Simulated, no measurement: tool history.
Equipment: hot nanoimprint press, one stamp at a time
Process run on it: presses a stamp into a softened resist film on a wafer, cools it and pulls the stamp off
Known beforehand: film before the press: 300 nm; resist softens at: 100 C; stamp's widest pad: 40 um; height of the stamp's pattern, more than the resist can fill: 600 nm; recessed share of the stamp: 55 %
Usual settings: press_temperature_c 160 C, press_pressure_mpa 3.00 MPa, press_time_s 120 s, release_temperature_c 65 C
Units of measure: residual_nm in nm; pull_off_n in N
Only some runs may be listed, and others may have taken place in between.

{"run": 1, "hour": 0.0, "press_temperature_c": 160, "press_pressure_mpa": 3.0, "press_time_s": 120, "release_temperature_c": 65, "residual_nm": 154.6, "pull_off_n": 218}
{"run": 2, "hour": 17.0, "press_temperature_c": 160, "press_pressure_mpa": 3.0, "press_time_s": 120, "release_temperature_c": 68, "residual_nm": 156.1, "pull_off_n": 213}
{"run": 3, "hour": 50.8, "press_temperature_c": 160, "press_pressure_mpa": 3.0, "press_time_s": 120, "release_temperature_c": 68, "residual_nm": 155.4, "pull_off_n": 214}
{"run": 4, "hour": 66.1, "press_temperature_c": 160, "press_pressure_mpa": 3.0, "press_time_s": 120, "release_temperature_c": 68, "residual_nm": 155.0, "pull_off_n": 214}
{"run": 5, "hour": 82.4, "press_temperature_c": 160, "press_pressure_mpa": 3.0, "press_time_s": 120, "release_temperature_c": 68, "residual_nm": 154.6, "pull_off_n": 219}
{"run": 6, "hour": 115.5, "press_temperature_c": 160, "press_pressure_mpa": 3.0, "press_time_s": 120, "release_temperature_c": 69, "residual_nm": 154.7, "pull_off_n": 211}
{"run": 7, "hour": 146.0, "press_temperature_c": 160, "press_pressure_mpa": 3.0, "press_time_s": 120, "release_temperature_c": 65, "residual_nm": 154.1, "pull_off_n": 231}
{"run": 8, "hour": 176.8, "press_temperature_c": 160, "press_pressure_mpa": 3.0, "press_time_s": 120, "release_temperature_c": 65, "residual_nm": 154.7, "pull_off_n": 226}
{"run": 9, "hour": 196.4, "press_temperature_c": 160, "press_pressure_mpa": 3.0, "press_time_s": 120, "release_temperature_c": 65, "residual_nm": 154.4, "pull_off_n": 223}
{"run": 10, "hour": 223.1, "press_temperature_c": 160, "press_pressure_mpa": 3.0, "press_time_s": 120, "release_temperature_c": 65, "residual_nm": 154.3, "pull_off_n": 226}
{"run": 11, "hour": 257.4, "press_temperature_c": 160, "press_pressure_mpa": 3.0, "press_time_s": 120, "release_temperature_c": 65, "residual_nm": 154.1, "pull_off_n": 228}
{"run": 12, "hour": 271.3, "press_temperature_c": 160, "press_pressure_mpa": 3.0, "press_time_s": 120, "release_temperature_c": 65, "residual_nm": 154.4, "pull_off_n": 232}
{"run": 13, "hour": 299.2, "press_temperature_c": 160, "press_pressure_mpa": 3.0, "press_time_s": 120, "release_temperature_c": 65, "residual_nm": 154.4, "pull_off_n": 225}
{"run": 14, "hour": 314.6, "press_temperature_c": 160, "press_pressure_mpa": 3.0, "press_time_s": 120, "release_temperature_c": 65, "residual_nm": 153.9, "pull_off_n": 224}
{"run": 15, "hour": 348.7, "press_temperature_c": 160, "press_pressure_mpa": 4.75, "press_time_s": 120, "release_temperature_c": 65, "residual_nm": 119.3, "pull_off_n": 220}
{"run": 16, "hour": 367.4, "press_temperature_c": 155, "press_pressure_mpa": 4.75, "press_time_s": 99, "release_temperature_c": 65, "residual_nm": 167.2, "pull_off_n": 226}
{"hour": 390.9, "done": "stamp cleaned and given a new release coat"}
{"run": 17, "hour": 396.9, "press_temperature_c": 156, "press_pressure_mpa": 4.75, "press_time_s": 99, "release_temperature_c": 65, "residual_nm": 158.0, "pull_off_n": 224}
{"run": 18, "hour": 429.5, "press_temperature_c": 156, "press_pressure_mpa": 4.75, "press_time_s": 70, "release_temperature_c": 65, "residual_nm": 174.5, "pull_off_n": 216}
{"run": 19, "hour": 452.1, "press_temperature_c": 160, "press_pressure_mpa": 3.0, "press_time_s": 146, "release_temperature_c": 65, "residual_nm": 144.5, "pull_off_n": 229}
{"run": 20, "hour": 474.7, "press_temperature_c": 150, "press_pressure_mpa": 4.4, "press_time_s": 63, "release_temperature_c": 72, "residual_nm": 238.5, "pull_off_n": 209}
{"run": 21, "hour": 506.8, "press_temperature_c": 168, "press_pressure_mpa": 2.39, "press_time_s": 105, "release_temperature_c": 71, "residual_nm": 121.0, "pull_off_n": 203}
{"run": 22, "hour": 540.9, "press_temperature_c": 168, "press_pressure_mpa": 1.89, "press_time_s": 105, "release_temperature_c": 56, "residual_nm": 137.6, "pull_off_n": 255}
{"run": 23, "hour": 569.9, "press_temperature_c": 167, "press_pressure_mpa": 3.0, "press_time_s": 102, "release_temperature_c": 62, "residual_nm": 112.3, "pull_off_n": 226}
{"run": 24, "hour": 603.2, "press_temperature_c": 167, "press_pressure_mpa": 3.0, "press_time_s": 102, "release_temperature_c": 62, "residual_nm": 112.6, "pull_off_n": 234}
{"run": 25, "hour": 630.1, "press_temperature_c": 160, "press_pressure_mpa": 2.2, "press_time_s": 227, "release_temperature_c": 65, "residual_nm": 147.9, "pull_off_n": 226}
{"run": 26, "hour": 657.4, "press_temperature_c": 161, "press_pressure_mpa": 2.09, "press_time_s": 120, "release_temperature_c": 65, "residual_nm": 174.9, "pull_off_n": 224}
{"run": 27, "hour": 671.3, "press_temperature_c": 168, "press_pressure_mpa": 4.5, "press_time_s": 120, "release_temperature_c": 66, "residual_nm": 78.0, "pull_off_n": 219}
{"run": 28, "hour": 696.5, "press_temperature_c": 168, "press_pressure_mpa": 3.89, "press_time_s": 107, "release_temperature_c": 66, "residual_nm": 89.3, "pull_off_n": 228}
{"hour": 722.8, "done": "plate thermocouple calibrated"}
{"run": 29, "hour": 728.4, "press_temperature_c": 168, "press_pressure_mpa": 3.89, "press_time_s": 107, "release_temperature_c": 66, "residual_nm": 89.9, "pull_off_n": 212}

A few steps of residual_nm between consecutive runs. Split each: what settings, incoming material and random variation would produce without the hidden state, and what is left over for the hidden state, along with gauge scatter present in only one of the two compared results (measured, and without hidden state):
Hidden conditions of the tool in this case: true temperature over the reading, C; pressure that arrives at the usual setting, %; grip of the stamp's worn release coat, % over a new coat's; drift of the gauge itself on residual_nm, %; drift of the gauge itself on pull_off_n, %.
Run 19 -> 20: press_temperature_c 160 -> 150, press_pressure_mpa 3.00 -> 4.40, press_time_s 146 -> 63, release_temperature_c 65 -> 72. residual_nm +94.0 nm: hidden state -1.3, all else +95.3.
Run 20 -> 21: press_temperature_c 150 -> 168, press_pressure_mpa 4.40 -> 2.39, press_time_s 63 -> 105, release_temperature_c 72 -> 71. residual_nm -117.5 nm: hidden state +1.3, all else -118.8.
Run 26 -> 27: press_temperature_c 161 -> 168, press_pressure_mpa 2.09 -> 4.50, release_temperature_c 65 -> 66. residual_nm -96.9 nm: hidden state +1.6, all else -98.5.

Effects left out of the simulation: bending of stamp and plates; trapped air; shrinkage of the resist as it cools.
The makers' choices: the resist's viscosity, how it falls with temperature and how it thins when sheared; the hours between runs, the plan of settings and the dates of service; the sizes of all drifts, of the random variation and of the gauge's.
